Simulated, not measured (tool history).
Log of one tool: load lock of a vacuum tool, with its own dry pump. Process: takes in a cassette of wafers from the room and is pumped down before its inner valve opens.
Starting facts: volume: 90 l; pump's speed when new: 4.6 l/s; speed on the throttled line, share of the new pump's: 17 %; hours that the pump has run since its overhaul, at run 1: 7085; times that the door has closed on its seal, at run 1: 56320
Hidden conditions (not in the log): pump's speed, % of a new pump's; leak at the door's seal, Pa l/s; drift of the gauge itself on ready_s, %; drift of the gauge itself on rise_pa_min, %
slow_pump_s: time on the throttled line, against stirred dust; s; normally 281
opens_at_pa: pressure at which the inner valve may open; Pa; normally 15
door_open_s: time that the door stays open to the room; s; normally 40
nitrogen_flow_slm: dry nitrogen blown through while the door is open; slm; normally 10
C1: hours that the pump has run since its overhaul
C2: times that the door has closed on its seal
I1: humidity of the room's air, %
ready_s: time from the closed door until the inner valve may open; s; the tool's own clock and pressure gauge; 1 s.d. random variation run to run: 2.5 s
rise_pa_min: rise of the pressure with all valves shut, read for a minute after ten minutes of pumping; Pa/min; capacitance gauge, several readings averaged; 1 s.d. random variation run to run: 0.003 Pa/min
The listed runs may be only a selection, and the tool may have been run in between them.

{"run": 1, "hour": 0.0, "slow_pump_s": 281, "opens_at_pa": 15, "door_open_s": 40, "nitrogen_flow_slm": 10, "C1": 7085, "C2": 56320, "I1": 43.3, "ready_s": 436.8, "rise_pa_min": 0.202}
{"run": 2, "hour": 252.6, "slow_pump_s": 281, "opens_at_pa": 15, "door_open_s": 40, "nitrogen_flow_slm": 10, "C1": 7338, "C2": 57324, "I1": 42.9, "ready_s": 437.8, "rise_pa_min": 0.212}
{"run": 3, "hour": 710.8, "slow_pump_s": 281, "opens_at_pa": 15, "door_open_s": 40, "nitrogen_flow_slm": 10, "C1": 7796, "C2": 59145, "I1": 44.8, "ready_s": 437, "rise_pa_min": 0.223}
{"run": 4, "hour": 1247.6, "slow_pump_s": 281, "opens_at_pa": 15, "door_open_s": 40, "nitrogen_flow_slm": 10, "C1": 8333, "C2": 61279, "I1": 45.6, "ready_s": 445.9, "rise_pa_min": 0.228}
{"run": 5, "hour": 1491.6, "slow_pump_s": 281, "opens_at_pa": 15, "door_open_s": 40, "nitrogen_flow_slm": 10, "C1": 8577, "C2": 62248, "I1": 42.5, "ready_s": 443.7, "rise_pa_min": 0.234}
{"run": 6, "hour": 1802.5, "slow_pump_s": 145, "opens_at_pa": 15, "door_open_s": 149, "nitrogen_flow_slm": 10, "C1": 8888, "C2": 63484, "I1": 45.4, "ready_s": 340.6, "rise_pa_min": 0.27}
{"run": 7, "hour": 2292.4, "slow_pump_s": 145, "opens_at_pa": 15, "door_open_s": 149, "nitrogen_flow_slm": 10, "C1": 9378, "C2": 65431, "I1": 47, "ready_s": 342.1, "rise_pa_min": 0.282}
{"run": 8, "hour": 2852.5, "slow_pump_s": 537, "opens_at_pa": 15, "door_open_s": 145, "nitrogen_flow_slm": 10, "C1": 9938, "C2": 67657, "I1": 42.4, "ready_s": 640.8, "rise_pa_min": 0.284}
{"run": 9, "hour": 3296.0, "slow_pump_s": 341, "opens_at_pa": 15, "door_open_s": 110, "nitrogen_flow_slm": 31, "C1": 10381, "C2": 69419, "I1": 48.4, "ready_s": 490.8, "rise_pa_min": 0.28}
{"run": 10, "hour": 3714.2, "slow_pump_s": 157, "opens_at_pa": 23, "door_open_s": 35, "nitrogen_flow_slm": 8, "C1": 10799, "C2": 71081, "I1": 46.6, "ready_s": 350, "rise_pa_min": 0.274}

What if the next run were any one of these 4? Each begins from the tool's condition after run 10:
{"hour": 3808.9, "done": "dry pump taken out, an overhauled one fitted"}
{"run": "A", "hour": 4224.9, "slow_pump_s": 157, "opens_at_pa": 23, "door_open_s": 45, "nitrogen_flow_slm": 8, "C1": 416, "C2": 73087, "I1": 44.7, "ready_s": "?", "rise_pa_min": "?"}
{"hour": 3808.9, "done": "dry pump taken out, an overhauled one fitted"}
{"run": "B", "hour": 4224.9, "slow_pump_s": 281, "opens_at_pa": 15, "door_open_s": 68, "nitrogen_flow_slm": 10, "C1": 416, "C2": 73087, "I1": 46.1, "ready_s": "?", "rise_pa_min": "?"}
{"hour": 3808.9, "done": "dry pump taken out, an overhauled one fitted"}
{"run": "C", "hour": 4224.9, "slow_pump_s": 291, "opens_at_pa": 27, "door_open_s": 106, "nitrogen_flow_slm": 10, "C1": 416, "C2": 73087, "I1": 48, "ready_s": "?", "rise_pa_min": "?"}
{"hour": 3808.9, "done": "dry pump taken out, an overhauled one fitted"}
{"run": "D", "hour": 4224.9, "slow_pump_s": 157, "opens_at_pa": 19, "door_open_s": 35, "nitrogen_flow_slm": 8, "C1": 416, "C2": 73087, "I1": 44.6, "ready_s": "?", "rise_pa_min": "?"}

run=A ready_s=293.9 rise_pa_min=0.287
run=B ready_s=407.9 rise_pa_min=0.305
run=C ready_s=401.3 rise_pa_min=0.322
run=D ready_s=301.3 rise_pa_min=0.294
Stripped of hidden state, with their random variation kept, the same runs would have yielded:
run=A ready_s=294 rise_pa_min=0.034
run=B ready_s=408 rise_pa_min=0.043
run=C ready_s=401.4 rise_pa_min=0.064
run=D ready_s=301.4 rise_pa_min=0.035
